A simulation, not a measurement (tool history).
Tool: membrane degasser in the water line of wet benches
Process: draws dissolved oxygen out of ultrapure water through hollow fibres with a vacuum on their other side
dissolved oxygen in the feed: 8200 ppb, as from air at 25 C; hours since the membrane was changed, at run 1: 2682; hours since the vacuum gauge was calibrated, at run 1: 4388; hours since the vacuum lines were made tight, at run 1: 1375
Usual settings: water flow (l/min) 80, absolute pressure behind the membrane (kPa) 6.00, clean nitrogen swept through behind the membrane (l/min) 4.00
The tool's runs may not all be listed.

run,hour,water flow (l/min),absolute pressure behind the membrane (kPa),clean nitrogen swept through behind the membrane (l/min),hours since the membrane was changed,hours since the vacuum gauge was calibrated,hours since the vacuum lines were made tight,dissolved oxygen in the water behind the degasser (ppb),pressure that the water loses in the fibres (kPa)
1,0.0,80,6.00,4.00,2682,4388,1375,132.8,48.01
2,40.3,80,6.00,4.00,2723,4428,1415,134.8,48.34
3,104.4,80,6.00,4.00,2787,4492,1479,134.1,48.29
4,148.9,80,6.00,4.00,2831,4537,1524,133.2,48.62
5,207.7,80,6.00,4.00,2890,4595,1583,135.2,48.32
6,266.5,80,6.00,4.00,2949,4654,1641,134.2,48.50
7,332.8,80,6.00,4.00,3015,4721,1708,134.7,48.44
8,391.0,80,7.32,4.00,3073,4779,1766,186.5,48.30
9,437.9,80,6.00,4.00,3120,4826,1813,133.2,48.81
10,501.7,80,4.88,4.00,3184,4889,1877,84.7,48.33
11,529.6,80,6.00,10.66,3212,4917,1905,60.7,48.58
12,566.9,80,6.00,2.63,3249,4955,1942,185.4,48.35
13,633.2,80,13.77,5.28,3316,5021,2008,360.5,48.27
14,683.0,80,13.77,5.28,3365,5071,2058,365.5,48.12
15,737.2,80,13.77,5.28,3420,5125,2112,364.6,48.64
16,778.8,53,13.82,7.17,3461,5166,2154,184.9,31.73
17,832.6,80,4.90,8.17,3515,5220,2208,50.1,48.30
18,872.3,80,4.90,8.17,3555,5260,2247,50.8,48.34

The next listed run, before its measurement:
19,903.4,80,4.90,8.17,3586,5291,2278,?,?

Run 19 gave dissolved oxygen in the water behind the degasser (ppb) 49.1, pressure that the water loses in the fibres (kPa) 48.13.
Without the tool's hidden state the same run would have given dissolved oxygen in the water behind the degasser (ppb) 48.9, pressure that the water loses in the fibres (kPa) 48.13.

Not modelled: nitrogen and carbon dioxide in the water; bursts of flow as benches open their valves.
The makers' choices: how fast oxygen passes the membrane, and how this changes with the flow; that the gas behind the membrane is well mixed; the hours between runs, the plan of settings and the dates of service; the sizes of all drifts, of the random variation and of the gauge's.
